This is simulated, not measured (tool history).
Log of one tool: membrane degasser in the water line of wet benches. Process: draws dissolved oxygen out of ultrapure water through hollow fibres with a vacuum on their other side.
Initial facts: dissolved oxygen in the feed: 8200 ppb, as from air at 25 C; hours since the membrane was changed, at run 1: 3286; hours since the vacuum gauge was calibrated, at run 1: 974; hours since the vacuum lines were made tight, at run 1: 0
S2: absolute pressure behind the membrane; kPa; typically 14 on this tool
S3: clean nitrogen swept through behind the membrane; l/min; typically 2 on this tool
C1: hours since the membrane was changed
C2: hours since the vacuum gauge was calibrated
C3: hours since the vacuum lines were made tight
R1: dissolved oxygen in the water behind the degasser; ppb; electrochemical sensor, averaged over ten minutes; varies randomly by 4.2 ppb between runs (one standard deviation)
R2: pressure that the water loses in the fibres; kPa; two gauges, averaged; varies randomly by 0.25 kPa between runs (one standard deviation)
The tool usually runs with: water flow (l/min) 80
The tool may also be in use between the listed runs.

Run 1, hour 0: usual settings; C1 3286; C2 974; C3 0. Result: R1 865.1 ppb, R2 67.19 kPa.
Run 2, hour 90.7: usual settings; C1 3376; C2 1065; C3 91. Result: R1 870.2 ppb, R2 67.42 kPa.
Run 3, hour 257.7: usual settings; C1 3543; C2 1232; C3 258. Result: R1 857.8 ppb, R2 67.29 kPa.
Run 4, hour 416.6: usual settings; C1 3702; C2 1391; C3 417. Result: R1 862.5 ppb, R2 67.16 kPa.
Run 5, hour 561.9: usual settings; C1 3848; C2 1536; C3 562. Result: R1 869 ppb, R2 67.19 kPa.
Run 6, hour 711.1: usual settings but water flow (l/min) 95; C1 3997; C2 1686; C3 711. Result: R1 1006.7 ppb, R2 80.12 kPa.
Run 7, hour 835: usual settings but water flow (l/min) 95, S2 15.4 kPa; C1 4121; C2 1809; C3 835. Result: R1 1091.5 ppb, R2 80.07 kPa.
Run 8, hour 917.2: usual settings but water flow (l/min) 116, S2 18.9 kPa, S3 1.49 l/min; C1 4203; C2 1892; C3 917. Result: R1 1860.4 ppb, R2 97.87 kPa.
Run 9, hour 1009.3: usual settings but water flow (l/min) 116, S2 18.9 kPa, S3 1.49 l/min; C1 4295; C2 1984; C3 1009. Result: R1 1857.5 ppb, R2 97.74 kPa.
Run 10, hour 1174: usual settings but water flow (l/min) 88, S2 23.1 kPa, S3 1.22 l/min; C1 4460; C2 2148; C3 1174. Result: R1 2075.7 ppb, R2 74.44 kPa.
Run 11, hour 1294.4: usual settings but water flow (l/min) 115, S2 23.2 kPa, S3 1.82 l/min; C1 4580; C2 2269; C3 1294. Result: R1 1980.7 ppb, R2 97.56 kPa.
Run 12, hour 1386.1: usual settings but water flow (l/min) 115, S2 23.2 kPa, S3 1.82 l/min; C1 4672; C2 2361; C3 1386. Result: R1 1975.4 ppb, R2 97 kPa.

Difference, measured minus no-hidden-state, one row per run. Run-to-run variation is common to both terms; the gauge's own scatter need not be:
The tool's hidden condition here consists of: membrane still open, %; true pressure behind the membrane over the reading, kPa; air that leaks in behind the membrane, l/min; drift of the gauge itself on oxygen_ppb, %; drift of the gauge itself on loss_of_pressure_kpa, %.
run     R1
  1   +0.3
  2   -0.1
  3     -1
  4   -1.7
  5   -2.4
  6   -3.6
  7   -4.7
  8   -9.1
  9  -10.1
 10  -13.4
 11    -14
 12    -15
R2: within 0.09 kPa of the measured result in every run.
